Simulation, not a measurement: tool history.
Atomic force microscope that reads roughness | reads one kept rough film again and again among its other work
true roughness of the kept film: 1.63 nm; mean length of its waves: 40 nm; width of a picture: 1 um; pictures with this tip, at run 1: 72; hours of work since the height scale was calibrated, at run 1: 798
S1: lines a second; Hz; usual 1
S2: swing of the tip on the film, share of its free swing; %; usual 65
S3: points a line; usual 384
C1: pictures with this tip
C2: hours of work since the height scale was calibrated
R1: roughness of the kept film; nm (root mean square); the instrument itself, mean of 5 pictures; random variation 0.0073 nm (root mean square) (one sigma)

run    day   S1  S2   S3   C1   C2     R1
  1      0    1  65  384   72  798  1.505
  2  0.942    1  65  384  111  811  1.496
     1.346  -- new tip fitted
  3   1.75    1  65  384   17  822  1.531
  4   2.55    1  65  384   50  833  1.524
  5  3.308    1  65  384   82  844    1.5
  6  4.058  3.7  78  480  113  854  1.168
     4.483  -- new tip fitted
  7  5.375    1  74  384   37  872   1.48
     5.504  -- height scale calibrated on a step standard
  8  6.658    1  74  384   89   16  1.473
     7.625  -- new tip fitted
  9  7.871  2.6  76  290   10   32  1.324
 10  8.917  2.6  76  290   53   47  1.304

Forecast each of these 4 alternatives for the next run:
  A  10.55     1  90  269  121  70   ?
  B  10.55  0.66  65  358  121  70   ?
  C  10.55  3.77  60  336  121  70   ?
  D  10.55  2.98  76  949  121  70   ?

run     R1
  A  1.341
  B  1.527
  C  1.391
  D  1.256
Without the tool's hidden state the same runs would have given:
run     R1
  A   1.36
  B   1.55
  C  1.412
  D  1.275

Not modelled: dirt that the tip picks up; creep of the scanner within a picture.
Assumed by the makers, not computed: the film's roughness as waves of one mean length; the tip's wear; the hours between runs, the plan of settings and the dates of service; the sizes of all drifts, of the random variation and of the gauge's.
